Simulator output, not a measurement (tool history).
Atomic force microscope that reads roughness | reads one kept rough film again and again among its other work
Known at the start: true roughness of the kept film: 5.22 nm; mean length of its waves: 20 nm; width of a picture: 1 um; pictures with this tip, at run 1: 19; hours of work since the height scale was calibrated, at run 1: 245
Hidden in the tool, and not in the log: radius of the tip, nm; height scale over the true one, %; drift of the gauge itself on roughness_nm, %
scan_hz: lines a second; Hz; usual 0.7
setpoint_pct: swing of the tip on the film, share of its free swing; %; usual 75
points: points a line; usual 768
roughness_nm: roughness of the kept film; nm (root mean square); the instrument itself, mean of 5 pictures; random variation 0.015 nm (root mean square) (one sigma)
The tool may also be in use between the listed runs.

| run | day | scan_hz | setpoint_pct | points | pictures with this tip | hours of work since the height scale was calibrated | roughness_nm |
|---|---|---|---|---|---|---|---|
| 1 | 0 | 0.7 | 75 | 768 | 19 | 245 | 3.47 |
| 2 | 0.238 | 0.7 | 75 | 768 | 28 | 248 | 3.349 |
| 3 | 0.588 | 0.7 | 75 | 768 | 40 | 254 | 3.277 |
| 4 | 0.908 | 1.087 | 75 | 768 | 51 | 258 | 3.104 |
| 5 | 1.321 | 1.087 | 75 | 768 | 66 | 264 | 2.975 |
| 6 | 1.762 | 0.7 | 75 | 283 | 82 | 271 | 2.881 |
| 7 | 2.058 | 0.7 | 75 | 768 | 92 | 276 | 2.879 |
| 8 | 2.258 | 0.7 | 64 | 768 | 99 | 279 | 2.868 |
| 9 | 2.7 | 0.7 | 64 | 768 | 115 | 285 | 2.78 |
| 10 | 3.083 | 0.7 | 64 | 768 | 129 | 291 | 2.7 |
| 11 | 3.471 | 0.7 | 75 | 661 | 142 | 297 | 2.554 |
| 12 | 3.796 | 0.7 | 85 | 768 | 154 | 302 | 2.444 |
| 13 | 4 | 0.7 | 85 | 768 | 161 | 305 | 2.413 |
| 14 | 4.396 | 1.887 | 75 | 768 | 175 | 311 | 2.235 |
| 15 | 4.658 | 1.887 | 75 | 768 | 184 | 315 | 2.198 |
| 16 | 5.017 | 1.083 | 76 | 768 | 197 | 320 | 2.236 |
| 17 | 5.258 | 1.754 | 58 | 768 | 206 | 323 | 2.287 |
| 18 | 5.454 | 1.754 | 58 | 458 | 212 | 326 | 2.235 |
| 19 | 5.738 | 1.754 | 58 | 458 | 223 | 331 | 2.202 |
| 20 | 6.067 | 1.754 | 82 | 566 | 234 | 336 | 1.961 |
| 21 | 6.417 | 2.698 | 61 | 349 | 247 | 341 | 2.035 |
| 22 | 6.779 | 2.374 | 60 | 768 | 259 | 346 | 2.033 |
| 23 | 7.096 | 2.374 | 60 | 768 | 271 | 351 | 2.005 |
| 24 | 7.292 | 1.685 | 73 | 768 | 278 | 354 | 1.938 |
| 25 | 7.642 | 0.7 | 80 | 327 | 290 | 359 | 1.906 |
| 26 | 7.896 | 0.7 | 80 | 533 | 299 | 363 | 1.902 |
| 27 | 8.225 | 0.7 | 80 | 796 | 311 | 368 | 1.886 |
| 28 | 8.483 | 0.7 | 71 | 796 | 320 | 372 | 1.918 |
|  | 8.542 | new tip fitted |
| 29 | 8.896 | 0.7 | 71 | 796 | 13 | 378 | 3.54 |

Measured less the same run without the tool's hidden state. The same run-to-run variation is in both; the gauge's scatter may not be:
| run | roughness_nm |
|---|---|
| 1 | -0.204 |
| 2 | -0.287 |
| 3 | -0.395 |
| 4 | -0.474 |
| 5 | -0.588 |
| 6 | -0.708 |
| 7 | -0.79 |
| 8 | -0.85 |
| 9 | -0.951 |
| 10 | -1.04 |
| 11 | -1.086 |
| 12 | -1.123 |
| 13 | -1.162 |
| 14 | -1.166 |
| 15 | -1.203 |
| 16 | -1.311 |
| 17 | -1.394 |
| 18 | -1.401 |
| 19 | -1.443 |
| 20 | -1.342 |
| 21 | -1.477 |
| 22 | -1.553 |
| 23 | -1.601 |
| 24 | -1.579 |
| 25 | -1.627 |
| 26 | -1.676 |
| 27 | -1.727 |
| 28 | -1.79 |
| 29 | -0.15 |
